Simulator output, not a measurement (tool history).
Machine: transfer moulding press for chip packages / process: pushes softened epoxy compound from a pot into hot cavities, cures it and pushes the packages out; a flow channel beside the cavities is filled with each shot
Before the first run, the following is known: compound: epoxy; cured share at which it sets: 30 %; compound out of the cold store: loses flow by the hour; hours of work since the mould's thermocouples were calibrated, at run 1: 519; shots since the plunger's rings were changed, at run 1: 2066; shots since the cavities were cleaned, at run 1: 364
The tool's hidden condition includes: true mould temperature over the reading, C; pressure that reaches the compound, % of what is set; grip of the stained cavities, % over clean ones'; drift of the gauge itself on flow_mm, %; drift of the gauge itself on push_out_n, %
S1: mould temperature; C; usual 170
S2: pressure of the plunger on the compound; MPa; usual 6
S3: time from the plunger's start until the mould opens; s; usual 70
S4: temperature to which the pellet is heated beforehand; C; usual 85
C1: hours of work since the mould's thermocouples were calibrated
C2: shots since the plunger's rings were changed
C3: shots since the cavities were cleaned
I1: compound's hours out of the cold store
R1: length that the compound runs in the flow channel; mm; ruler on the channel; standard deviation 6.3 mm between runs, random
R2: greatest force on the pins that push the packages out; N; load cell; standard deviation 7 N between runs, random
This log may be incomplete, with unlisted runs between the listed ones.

run 1 hour=0 | S1=170 S2=6 S3=70 S4=85 | C1=519 C2=2066 C3=364 | I1=27.9 | R1=848 R2=519
-- hour=46 cavities cleaned with cleaning compound and waxed
run 2 hour=73.4 | S1=170 S2=6 S3=70 S4=85 | C1=553 C2=2916 C3=324 | I1=13 | R1=866 R2=536
-- hour=122 cavities cleaned with cleaning compound and waxed
run 3 hour=150.1 | S1=170 S2=6 S3=70 S4=85 | C1=588 C2=3804 C3=331 | I1=26.3 | R1=820 R2=529
-- hour=197.9 cavities cleaned with cleaning compound and waxed
run 4 hour=197.9 | S1=170 S2=6 S3=70 S4=85 | C1=610 C2=4352 C3=0 | I1=12.7 | R1=830 R2=295
run 5 hour=246.7 | S1=170 S2=6 S3=70 S4=85 | C1=632 C2=4929 C3=577 | I1=45 | R1=774 R2=580
-- hour=273.2 plunger's sealing rings changed
-- hour=274.7 cavities cleaned with cleaning compound and waxed
run 6 hour=298 | S1=170 S2=6 S3=70 S4=85 | C1=654 C2=275 C3=275 | I1=13.9 | R1=890 R2=495
run 7 hour=336.9 | S1=170 S2=6 S3=70 S4=85 | C1=673 C2=736 C3=736 | I1=12.9 | R1=891 R2=613
-- hour=349.9 cavities cleaned with cleaning compound and waxed
run 8 hour=407.8 | S1=170 S2=6 S3=70 S4=85 | C1=705 C2=1556 C3=684 | I1=24 | R1=850 R2=616
-- hour=426.2 cavities cleaned with cleaning compound and waxed
-- hour=434.4 mould's thermocouples calibrated
run 9 hour=475.5 | S1=170 S2=6.28 S3=70 S4=85 | C1=19 C2=2315 C3=559 | I1=38.7 | R1=831 R2=574
-- hour=502.6 cavities cleaned with cleaning compound and waxed
run 10 hour=534 | S1=170 S2=6.28 S3=70 S4=85 | C1=46 C2=2989 C3=371 | I1=18.7 | R1=875 R2=567
-- hour=580.7 cavities cleaned with cleaning compound and waxed
run 11 hour=609.7 | S1=170 S2=6.28 S3=70 S4=85 | C1=81 C2=3867 C3=343 | I1=15.9 | R1=863 R2=559
-- hour=658.6 cavities cleaned with cleaning compound and waxed
run 12 hour=687.1 | S1=170 S2=6.28 S3=70 S4=85 | C1=116 C2=4763 C3=336 | I1=8.5 | R1=874 R2=536
-- hour=725.3 plunger's sealing rings changed
-- hour=739.6 cavities cleaned with cleaning compound and waxed
run 13 hour=750.5 | S1=170 S2=6 S3=70 S4=85 | C1=144 C2=280 C3=129 | I1=27.1 | R1=858 R2=412
-- hour=814.4 cavities cleaned with cleaning compound and waxed
run 14 hour=819.6 | S1=170 S2=5.57 S3=70 S4=85 | C1=175 C2=1079 C3=62 | I1=31.3 | R1=810 R2=364
-- hour=891.6 cavities cleaned with cleaning compound and waxed
run 15 hour=891.8 | S1=170 S2=6.62 S3=70 S4=95 | C1=209 C2=1915 C3=2 | I1=22.8 | R1=893 R2=268
run 16 hour=942.1 | S1=167 S2=5.72 S3=75 S4=85 | C1=232 C2=2510 C3=597 | I1=26.6 | R1=813 R2=615
-- hour=967.4 cavities cleaned with cleaning compound and waxed
run 17 hour=993.5 | S1=167 S2=5.72 S3=75 S4=85 | C1=255 C2=3100 C3=308 | I1=19.5 | R1=823 R2=523
-- hour=1044 cavities cleaned with cleaning compound and waxed
run 18 hour=1044 | S1=165 S2=6.26 S3=92 S4=83 | C1=278 C2=3680 C3=0 | I1=26.6 | R1=845 R2=224
run 19 hour=1083.5 | S1=165 S2=6.26 S3=92 S4=83 | C1=297 C2=4147 C3=467 | I1=29.8 | R1=841 R2=434
-- hour=1120.1 cavities cleaned with cleaning compound and waxed
run 20 hour=1149.1 | S1=165 S2=6.26 S3=92 S4=83 | C1=327 C2=4904 C3=343 | I1=24.5 | R1=838 R2=399
-- hour=1178.1 plunger's sealing rings changed
run 21 hour=1184.1 | S1=170 S2=5.52 S3=85 S4=85 | C1=342 C2=71 C3=728 | I1=32.1 | R1=812 R2=451
-- hour=1197.1 cavities cleaned with cleaning compound and waxed
run 22 hour=1221.6 | S1=170 S2=5.52 S3=85 S4=85 | C1=359 C2=496 C3=289 | I1=31.4 | R1=816 R2=366
run 23 hour=1256.1 | S1=170 S2=5.52 S3=85 S4=85 | C1=375 C2=904 C3=697 | I1=13.4 | R1=850 R2=455
-- hour=1274.5 cavities cleaned with cleaning compound and waxed
run 24 hour=1321.6 | S1=174 S2=5.73 S3=109 S4=85 | C1=405 C2=1661 C3=557 | I1=13.4 | R1=844 R2=389
-- hour=1352 cavities cleaned with cleaning compound and waxed
run 25 hour=1357.2 | S1=169 S2=5.73 S3=109 S4=92 | C1=421 C2=2064 C3=61 | I1=43.7 | R1=787 R2=229
run 26 hour=1416.3 | S1=169 S2=5.73 S3=109 S4=92 | C1=448 C2=2763 C3=760 | I1=19.2 | R1=818 R2=404
-- hour=1426.3 cavities cleaned with cleaning compound and waxed
run 27 hour=1458.9 | S1=170 S2=5.58 S3=81 S4=85 | C1=468 C2=3249 C3=385 | I1=31.1 | R1=788 R2=416
-- hour=1502.3 cavities cleaned with cleaning compound and waxed
run 28 hour=1510.3 | S1=170 S2=5.58 S3=81 S4=85 | C1=491 C2=3839 C3=95 | I1=21.2 | R1=796 R2=281

Across each entry between runs, compare the hidden state at the last listed run before it with the hidden state at the first listed run after it:
Runs 1 to 2: cavities cleaned with cleaning compound and waxed (hour 46)
  true mould temperature over the reading, C: 0.57 -> 0.61; pressure that reaches the compound, % of what is set: 94.67 -> 92.46; grip of the stained cavities, % over clean ones': 80 -> 83.8
  measured less the result without the state, R1: -25 -> -36 mm; R2: +221 -> +234 N
Runs 2 to 3: cavities cleaned with cleaning compound and waxed (hour 122)
  true mould temperature over the reading, C: 0.61 -> 0.66; pressure that reaches the compound, % of what is set: 92.46 -> 90.03; grip of the stained cavities, % over clean ones': 83.8 -> 84.1
  measured less the result without the state, R1: -36 -> -46 mm; R2: +234 -> +230 N
Runs 3 to 4: cavities cleaned with cleaning compound and waxed (hour 197.9)
  true mould temperature over the reading, C: 0.66 -> 0.68; pressure that reaches the compound, % of what is set: 90.03 -> 88.6; grip of the stained cavities, % over clean ones': 84.1 -> 2.5
  measured less the result without the state, R1: -46 -> -54 mm; R2: +230 -> -6 N
Runs 5 to 6: plunger's sealing rings changed (hour 273.2); cavities cleaned with cleaning compound and waxed (hour 274.7)
  true mould temperature over the reading, C: 0.71 -> 0.73; pressure that reaches the compound, % of what is set: 87.11 -> 98.79; grip of the stained cavities, % over clean ones': 106.8 -> 74.2
  measured less the result without the state, R1: -57 -> -8 mm; R2: +286 -> +198 N
Runs 7 to 8: cavities cleaned with cleaning compound and waxed (hour 349.9)
  true mould temperature over the reading, C: 0.75 -> 0.79; pressure that reaches the compound, % of what is set: 97.56 -> 95.31; grip of the stained cavities, % over clean ones': 116.9 -> 113.1
  measured less the result without the state, R1: -13 -> -23 mm; R2: +317 -> +312 N
Runs 8 to 9: cavities cleaned with cleaning compound and waxed (hour 426.2); mould's thermocouples calibrated (hour 434.4)
  true mould temperature over the reading, C: 0.79 -> 0.41; pressure that reaches the compound, % of what is set: 95.31 -> 93.28; grip of the stained cavities, % over clean ones': 113.1 -> 106.1
  measured less the result without the state, R1: -23 -> -31 mm; R2: +312 -> +289 N
Runs 9 to 10: cavities cleaned with cleaning compound and waxed (hour 502.6)
  true mould temperature over the reading, C: 0.41 -> 0.44; pressure that reaches the compound, % of what is set: 93.28 -> 91.57; grip of the stained cavities, % over clean ones': 106.1 -> 90.7
  measured less the result without the state, R1: -31 -> -41 mm; R2: +289 -> +258 N
Runs 10 to 11: cavities cleaned with cleaning compound and waxed (hour 580.7)
  true mould temperature over the reading, C: 0.44 -> 0.48; pressure that reaches the compound, % of what is set: 91.57 -> 89.43; grip of the stained cavities, % over clean ones': 90.7 -> 88.5
  measured less the result without the state, R1: -41 -> -50 mm; R2: +258 -> +252 N
Runs 11 to 12: cavities cleaned with cleaning compound and waxed (hour 658.6)
  true mould temperature over the reading, C: 0.48 -> 0.53; pressure that reaches the compound, % of what is set: 89.43 -> 87.2; grip of the stained cavities, % over clean ones': 88.5 -> 86.2
  measured less the result without the state, R1: -50 -> -63 mm; R2: +252 -> +239 N
Runs 12 to 13: plunger's sealing rings changed (hour 725.3); cavities cleaned with cleaning compound and waxed (hour 739.6)
  true mould temperature over the reading, C: 0.53 -> 0.56; pressure that reaches the compound, % of what is set: 87.2 -> 99.07; grip of the stained cavities, % over clean ones': 86.2 -> 45.5
  measured less the result without the state, R1: -63 -> -5 mm; R2: +239 -> +119 N
Runs 13 to 14: cavities cleaned with cleaning compound and waxed (hour 814.4)
  true mould temperature over the reading, C: 0.56 -> 0.6; pressure that reaches the compound, % of what is set: 99.07 -> 96.98; grip of the stained cavities, % over clean ones': 45.5 -> 26.7
  measured less the result without the state, R1: -5 -> -14 mm; R2: +119 -> +65 N
Runs 14 to 15: cavities cleaned with cleaning compound and waxed (hour 891.6)
  true mould temperature over the reading, C: 0.6 -> 0.64; pressure that reaches the compound, % of what is set: 96.98 -> 94.85; grip of the stained cavities, % over clean ones': 26.7 -> 1.7
  measured less the result without the state, R1: -14 -> -25 mm; R2: +65 -> -6 N
Runs 16 to 17: cavities cleaned with cleaning compound and waxed (hour 967.4)
  true mould temperature over the reading, C: 0.66 -> 0.69; pressure that reaches the compound, % of what is set: 93.16 -> 91.64; grip of the stained cavities, % over clean ones': 109.7 -> 80.6
  measured less the result without the state, R1: -31 -> -39 mm; R2: +309 -> +218 N
Runs 17 to 18: cavities cleaned with cleaning compound and waxed (hour 1044)
  true mould temperature over the reading, C: 0.69 -> 0.72; pressure that reaches the compound, % of what is set: 91.64 -> 90.02; grip of the stained cavities, % over clean ones': 80.6 -> 1.6
  measured less the result without the state, R1: -39 -> -47 mm; R2: +218 -> -3 N
Runs 19 to 20: cavities cleaned with cleaning compound and waxed (hour 1120.1)
  true mould temperature over the reading, C: 0.74 -> 0.78; pressure that reaches the compound, % of what is set: 88.83 -> 86.72; grip of the stained cavities, % over clean ones': 102 -> 85.8
  measured less the result without the state, R1: -53 -> -64 mm; R2: +215 -> +179 N
Runs 20 to 21: plunger's sealing rings changed (hour 1178.1)
  true mould temperature over the reading, C: 0.78 -> 0.79; pressure that reaches the compound, % of what is set: 86.72 -> 99.76; grip of the stained cavities, % over clean ones': 85.8 -> 116.3
  measured less the result without the state, R1: -64 -> -3 mm; R2: +179 -> +241 N
Runs 21 to 22: cavities cleaned with cleaning compound and waxed (hour 1197.1)
  true mould temperature over the reading, C: 0.79 -> 0.81; pressure that reaches the compound, % of what is set: 99.76 -> 98.65; grip of the stained cavities, % over clean ones': 116.3 -> 76.7
  measured less the result without the state, R1: -3 -> -7 mm; R2: +241 -> +154 N
Runs 23 to 24: cavities cleaned with cleaning compound and waxed (hour 1274.5)
  true mould temperature over the reading, C: 0.83 -> 0.87; pressure that reaches the compound, % of what is set: 97.64 -> 95.72; grip of the stained cavities, % over clean ones': 115.3 -> 107
  measured less the result without the state, R1: -12 -> -20 mm; R2: +236 -> +201 N
Runs 24 to 25: cavities cleaned with cleaning compound and waxed (hour 1352)
  true mould temperature over the reading, C: 0.87 -> 0.89; pressure that reaches the compound, % of what is set: 95.72 -> 94.76; grip of the stained cavities, % over clean ones': 107 -> 24
  measured less the result without the state, R1: -20 -> -23 mm; R2: +201 -> +45 N
Runs 26 to 27: cavities cleaned with cleaning compound and waxed (hour 1426.3)
  true mould temperature over the reading, C: 0.92 -> 0.94; pressure that reaches the compound, % of what is set: 93.05 -> 91.82; grip of the stained cavities, % over clean ones': 119.3 -> 90.4
  measured less the result without the state, R1: -33 -> -36 mm; R2: +220 -> +189 N
Runs 27 to 28: cavities cleaned with cleaning compound and waxed (hour 1502.3)
  true mould temperature over the reading, C: 0.94 -> 0.96; pressure that reaches the compound, % of what is set: 91.82 -> 90.37; grip of the stained cavities, % over clean ones': 90.4 -> 34.7
  measured less the result without the state, R1: -36 -> -43 mm; R2: +189 -> +64 N

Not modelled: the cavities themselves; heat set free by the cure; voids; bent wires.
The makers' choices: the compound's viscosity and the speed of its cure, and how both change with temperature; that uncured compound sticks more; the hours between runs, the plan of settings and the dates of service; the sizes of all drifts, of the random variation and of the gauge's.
